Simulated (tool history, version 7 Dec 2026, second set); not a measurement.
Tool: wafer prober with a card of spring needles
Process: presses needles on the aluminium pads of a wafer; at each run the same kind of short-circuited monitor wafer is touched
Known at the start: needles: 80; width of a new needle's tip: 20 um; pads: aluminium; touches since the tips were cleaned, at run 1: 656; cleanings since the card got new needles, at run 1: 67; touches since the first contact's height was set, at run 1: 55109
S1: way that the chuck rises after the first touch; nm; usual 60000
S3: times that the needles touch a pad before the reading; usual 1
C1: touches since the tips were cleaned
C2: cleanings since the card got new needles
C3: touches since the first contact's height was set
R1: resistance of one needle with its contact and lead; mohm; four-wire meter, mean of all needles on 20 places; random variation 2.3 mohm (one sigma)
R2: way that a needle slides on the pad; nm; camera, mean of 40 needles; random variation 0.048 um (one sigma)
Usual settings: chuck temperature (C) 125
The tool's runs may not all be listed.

run 1 hour=0.0 | S1=60000 chuck_temperature_(C)=125 S3=1 | C1=656 C2=67 C3=55109 | R1=259 R2=11660
-- hour=3.6 tips cleaned on abrasive film
-- hour=8.5 tips cleaned on abrasive film
-- hour=14.5 tips cleaned on abrasive film
-- hour=20.5 tips cleaned on abrasive film
-- hour=21.9 height of the first contact set anew
-- hour=26.7 tips cleaned on abrasive film
-- hour=31.6 tips cleaned on abrasive film
-- hour=36.4 tips cleaned on abrasive film
run 2 hour=37.8 | S1=60000 chuck_temperature_(C)=125 S3=1 | C1=728 C2=74 C3=7831 | R1=259 R2=11820
-- hour=41.5 tips cleaned on abrasive film
-- hour=46.3 tips cleaned on abrasive film
-- hour=52.3 tips cleaned on abrasive film
-- hour=58.3 tips cleaned on abrasive film
-- hour=64.3 tips cleaned on abrasive film
-- hour=70.3 tips cleaned on abrasive film
-- hour=75.1 tips cleaned on abrasive film
-- hour=81.1 tips cleaned on abrasive film
run 3 hour=81.3 | S1=60000 chuck_temperature_(C)=125 S3=1 | C1=120 C2=82 C3=29258 | R1=256 R2=11780
-- hour=86.1 tips cleaned on abrasive film
-- hour=90.9 tips cleaned on abrasive film
-- hour=96.9 tips cleaned on abrasive film
-- hour=101.8 tips cleaned on abrasive film
-- hour=107.7 tips cleaned on abrasive film
-- hour=112.6 tips cleaned on abrasive film
run 4 hour=112.9 | S1=60000 chuck_temperature_(C)=125 S3=1 | C1=176 C2=88 C3=44820 | R1=261 R2=11740
-- hour=117.7 tips cleaned on abrasive film
-- hour=122.5 tips cleaned on abrasive film
-- hour=128.5 tips cleaned on abrasive film
-- hour=133.4 tips cleaned on abrasive film
-- hour=139.3 tips cleaned on abrasive film
-- hour=145.3 tips cleaned on abrasive film
-- hour=150.2 tips cleaned on abrasive film
-- hour=155.0 tips cleaned on abrasive film
-- hour=155.3 height of the first contact set anew
run 5 hour=156.0 | S1=60000 chuck_temperature_(C)=125 S3=1 | C1=380 C2=96 C3=380 | R1=260 R2=11660
-- hour=160.9 tips cleaned on abrasive film
-- hour=166.8 tips cleaned on abrasive film
-- hour=172.8 tips cleaned on abrasive film
-- hour=177.7 tips cleaned on abrasive film
-- hour=182.5 tips cleaned on abrasive film
run 6 hour=184.3 | S1=60000 chuck_temperature_(C)=91 S3=1 | C1=897 C2=101 C3=14300 | R1=247 R2=11780
-- hour=187.9 tips cleaned on abrasive film
-- hour=192.7 tips cleaned on abrasive film
-- hour=198.7 tips cleaned on abrasive film
-- hour=204.7 tips cleaned on abrasive film
-- hour=210.2 tips cleaned on abrasive film
run 7 hour=210.2 | S1=60000 chuck_temperature_(C)=91 S3=1 | C1=0 C2=106 C3=27080 | R1=253 R2=11740
-- hour=216.2 tips cleaned on abrasive film
-- hour=222.2 tips cleaned on abrasive film
-- hour=228.2 tips cleaned on abrasive film
run 8 hour=228.6 | S1=60000 chuck_temperature_(C)=91 S3=1 | C1=192 C2=109 C3=36150 | R1=250 R2=11770
-- hour=233.4 tips cleaned on abrasive film
-- hour=238.2 tips cleaned on abrasive film
-- hour=243.0 tips cleaned on abrasive film
-- hour=249.0 tips cleaned on abrasive film
-- hour=255.0 tips cleaned on abrasive film
-- hour=261.0 tips cleaned on abrasive film
-- hour=267.0 tips cleaned on abrasive film
run 9 hour=267.5 | S1=60000 chuck_temperature_(C)=59 S3=1 | C1=261 C2=116 C3=55349 | R1=243 R2=11710
-- hour=272.4 tips cleaned on abrasive film
-- hour=278.3 tips cleaned on abrasive film
-- hour=284.3 tips cleaned on abrasive film
-- hour=288.2 height of the first contact set anew
-- hour=290.6 tips cleaned on abrasive film
-- hour=296.6 tips cleaned on abrasive film
run 10 hour=299.0 | S1=45000 chuck_temperature_(C)=59 S3=1 | C1=1213 C2=121 C3=5356 | R1=248 R2=8830
-- hour=301.5 tips cleaned on abrasive film
-- hour=306.3 tips cleaned on abrasive film
-- hour=312.3 tips cleaned on abrasive film
-- hour=317.1 tips cleaned on abrasive film
-- hour=323.1 tips cleaned on abrasive film
-- hour=329.1 tips cleaned on abrasive film
-- hour=335.1 tips cleaned on abrasive film
run 11 hour=336.3 | S1=60000 chuck_temperature_(C)=125 S3=1 | C1=569 C2=128 C3=23679 | R1=261 R2=11660
-- hour=341.1 tips cleaned on abrasive film
-- hour=347.1 tips cleaned on abrasive film
-- hour=353.1 tips cleaned on abrasive film
run 12 hour=355.2 | S1=60000 chuck_temperature_(C)=125 S3=1 | C1=1092 C2=131 C3=33057 | R1=260 R2=11810
-- hour=358.9 tips cleaned on abrasive film
-- hour=364.9 tips cleaned on abrasive film
-- hour=369.7 tips cleaned on abrasive film
-- hour=374.5 tips cleaned on abrasive film
-- hour=380.5 tips cleaned on abrasive film
-- hour=386.5 tips cleaned on abrasive film
-- hour=392.5 tips cleaned on abrasive film
run 13 hour=396.8 | S1=46000 chuck_temperature_(C)=125 S3=1 | C1=2180 C2=138 C3=53586 | R1=265 R2=9010
-- hour=398.1 tips cleaned on abrasive film
-- hour=404.1 tips cleaned on abrasive film
-- hour=408.9 tips cleaned on abrasive film
-- hour=413.7 tips cleaned on abrasive film
-- hour=419.7 tips cleaned on abrasive film
-- hour=421.2 height of the first contact set anew
-- hour=426.0 tips cleaned on abrasive film
-- hour=432.0 tips cleaned on abrasive film
run 14 hour=436.4 | S1=46000 chuck_temperature_(C)=125 S3=1 | C1=2192 C2=145 C3=7519 | R1=266 R2=8980
-- hour=437.7 tips cleaned on abrasive film
-- hour=443.7 tips cleaned on abrasive film
-- hour=449.7 tips cleaned on abrasive film
-- hour=454.5 tips cleaned on abrasive film
-- hour=460.5 tips cleaned on abrasive film
-- hour=465.3 tips cleaned on abrasive film
run 15 hour=469.2 | S1=45000 chuck_temperature_(C)=119 S3=1 | C1=1979 C2=151 C3=23704 | R1=264 R2=8860
-- hour=470.5 tips cleaned on abrasive film
-- hour=475.3 tips cleaned on abrasive film
-- hour=481.3 tips cleaned on abrasive film
-- hour=487.3 tips cleaned on abrasive film
-- hour=492.1 tips cleaned on abrasive film
-- hour=498.1 tips cleaned on abrasive film
-- hour=502.9 tips cleaned on abrasive film
-- hour=508.9 tips cleaned on abrasive film
run 16 hour=510.6 | S1=79000 chuck_temperature_(C)=55 S3=3 | C1=818 C2=159 C3=44055 | R1=239 R2=15350
-- hour=514.2 tips cleaned on abrasive film
-- hour=520.2 tips cleaned on abrasive film
-- hour=526.2 tips cleaned on abrasive film
-- hour=532.2 tips cleaned on abrasive film
run 17 hour=533.3 | S1=79000 chuck_temperature_(C)=55 S3=3 | C1=562 C2=163 C3=55271 | R1=237 R2=15450
-- hour=538.1 tips cleaned on abrasive film
-- hour=544.1 tips cleaned on abrasive film
-- hour=548.9 tips cleaned on abrasive film
-- hour=554.9 tips cleaned on abrasive film
-- hour=555.2 height of the first contact set anew
-- hour=560.1 tips cleaned on abrasive film
run 18 hour=562.8 | S1=60000 chuck_temperature_(C)=53 S3=1 | C1=1373 C2=168 C3=3741 | R1=238 R2=11800
-- hour=565.2 tips cleaned on abrasive film
-- hour=571.2 tips cleaned on abrasive film
-- hour=577.2 tips cleaned on abrasive film
-- hour=582.1 tips cleaned on abrasive film
-- hour=588.0 tips cleaned on abrasive film
-- hour=592.9 tips cleaned on abrasive film
run 19 hour=596.5 | S1=60000 chuck_temperature_(C)=56 S3=1 | C1=1836 C2=174 C3=20373 | R1=245 R2=11660
-- hour=597.8 tips cleaned on abrasive film
-- hour=602.6 tips cleaned on abrasive film
-- hour=607.4 tips cleaned on abrasive film
-- hour=613.4 tips cleaned on abrasive film
-- hour=618.2 tips cleaned on abrasive film
-- hour=624.2 tips cleaned on abrasive film
run 20 hour=626.7 | S1=56000 chuck_temperature_(C)=71 S3=1 | C1=1261 C2=180 C3=35244 | R1=243 R2=10940
-- hour=629.2 tips cleaned on abrasive film
-- hour=634.0 tips cleaned on abrasive film
-- hour=640.0 tips cleaned on abrasive film
-- hour=646.0 tips cleaned on abrasive film
-- hour=652.0 tips cleaned on abrasive film
-- hour=658.0 tips cleaned on abrasive film
-- hour=662.8 tips cleaned on abrasive film
run 21 hour=667.1 | S1=56000 chuck_temperature_(C)=71 S3=1 | C1=2137 C2=187 C3=55136 | R1=247 R2=11000
-- hour=668.4 tips cleaned on abrasive film
-- hour=674.3 tips cleaned on abrasive film
-- hour=686.3 card fitted with new needles
-- hour=692.3 tips cleaned on abrasive film
-- hour=698.3 tips cleaned on abrasive film
-- hour=703.2 tips cleaned on abrasive film
-- hour=708.8 tips cleaned on abrasive film
run 22 hour=708.8 | S1=65000 chuck_temperature_(C)=28 S3=1 | C1=0 C2=4 C3=11083 | R1=235 R2=12670
-- hour=714.8 tips cleaned on abrasive film
-- hour=719.6 tips cleaned on abrasive film
-- hour=725.6 tips cleaned on abrasive film
-- hour=731.6 tips cleaned on abrasive film
-- hour=737.6 tips cleaned on abrasive film
-- hour=743.6 tips cleaned on abrasive film
-- hour=749.6 tips cleaned on abrasive film
run 23 hour=752.7 | S1=60000 chuck_temperature_(C)=64 S3=3 | C1=1571 C2=11 C3=32777 | R1=245 R2=11720

3 ways to go on from here, each from the tool as it stands after run 23. What would each give?
-- hour=755.2 tips cleaned on abrasive film
-- hour=761.2 tips cleaned on abrasive film
-- hour=766.0 tips cleaned on abrasive film
-- hour=772.0 tips cleaned on abrasive film
-- hour=778.0 tips cleaned on abrasive film
-- hour=782.8 tips cleaned on abrasive film
-- hour=788.8 tips cleaned on abrasive film
run A hour=790.2 | S1=60000 chuck_temperature_(C)=73 S3=3 | C1=715 C2=18 C3=51247 | R1=? R2=?
-- hour=755.2 tips cleaned on abrasive film
-- hour=761.2 tips cleaned on abrasive film
-- hour=766.0 tips cleaned on abrasive film
-- hour=772.0 tips cleaned on abrasive film
-- hour=778.0 tips cleaned on abrasive film
-- hour=782.8 tips cleaned on abrasive film
-- hour=788.8 tips cleaned on abrasive film
run B hour=790.2 | S1=60000 chuck_temperature_(C)=98 S3=3 | C1=715 C2=18 C3=51247 | R1=? R2=?
-- hour=755.2 tips cleaned on abrasive film
-- hour=761.2 tips cleaned on abrasive film
-- hour=766.0 tips cleaned on abrasive film
-- hour=772.0 tips cleaned on abrasive film
-- hour=778.0 tips cleaned on abrasive film
-- hour=782.8 tips cleaned on abrasive film
-- hour=788.8 tips cleaned on abrasive film
run C hour=790.2 | S1=60000 chuck_temperature_(C)=54 S3=2 | C1=715 C2=18 C3=51247 | R1=? R2=?

run=A R1=245 R2=11710
run=B R1=252 R2=11640
run=C R1=239 R2=11720
Without the tool's hidden state the same runs would have given:
run=A R1=245 R2=11710
run=B R1=252 R2=11640
run=C R1=239 R2=11730

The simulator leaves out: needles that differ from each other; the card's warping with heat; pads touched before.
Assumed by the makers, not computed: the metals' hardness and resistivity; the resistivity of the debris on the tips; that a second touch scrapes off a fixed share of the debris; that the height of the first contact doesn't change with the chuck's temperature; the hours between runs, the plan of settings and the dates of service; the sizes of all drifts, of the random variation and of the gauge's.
